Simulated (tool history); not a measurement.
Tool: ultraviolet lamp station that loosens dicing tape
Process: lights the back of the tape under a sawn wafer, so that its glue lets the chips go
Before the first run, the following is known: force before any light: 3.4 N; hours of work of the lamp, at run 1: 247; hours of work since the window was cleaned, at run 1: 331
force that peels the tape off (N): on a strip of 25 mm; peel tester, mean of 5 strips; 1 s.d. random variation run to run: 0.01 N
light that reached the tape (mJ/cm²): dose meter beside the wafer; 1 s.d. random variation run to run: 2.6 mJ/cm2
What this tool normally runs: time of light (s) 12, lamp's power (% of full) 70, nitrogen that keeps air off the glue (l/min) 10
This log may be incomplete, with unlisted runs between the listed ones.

run	day	time of light (s)	lamp's power (% of full)	nitrogen that keeps air off the glue (l/min)	hours of work of the lamp	hours of work since the window was cleaned	force that peels the tape off (N)	light that reached the tape (mJ/cm²)
1	0.000	12	70	10	247	331	0.486	296
# day 0.121: window cleaned of glue's vapour
2	0.388	12	70	9	253	4	0.518	288
3	0.696	12	70	9	258	9	0.532	288
4	1.242	12	70	9	267	18	0.520	285
# day 1.496: window cleaned of glue's vapour, once more
5	1.567	12	70	9	272	1	0.492	313
6	2.071	8	70	10	280	9	0.748	207
7	2.421	8	70	10	286	15	0.752	205
8	2.925	10	70	10	294	23	0.596	258
9	3.321	12	62	10	300	29	0.552	273
10	3.612	12	62	10	305	34	0.538	272
11	4.021	12	62	10	311	41	0.523	273
12	4.421	6	70	10	318	47	1.084	154
13	4.846	24	70	10	325	54	0.254	613
14	5.275	24	70	10	332	61	0.251	605
15	5.571	11	76	13	336	66	0.419	306
16	6.033	9	100	10	344	73	0.428	325
17	6.546	14	73	10	352	82	0.374	367

For run 18, what comes out?
18	6.988	17	69	6	359	89	?	?

{"run 18": {"force that peels the tape off (N)": 0.372, "light that reached the tape (mJ/cm²)": 424}}
The same run, on a tool lacking any hidden state, would have yielded force that peels the tape off (N) 0.341, light that reached the tape (mJ/cm²) 458.
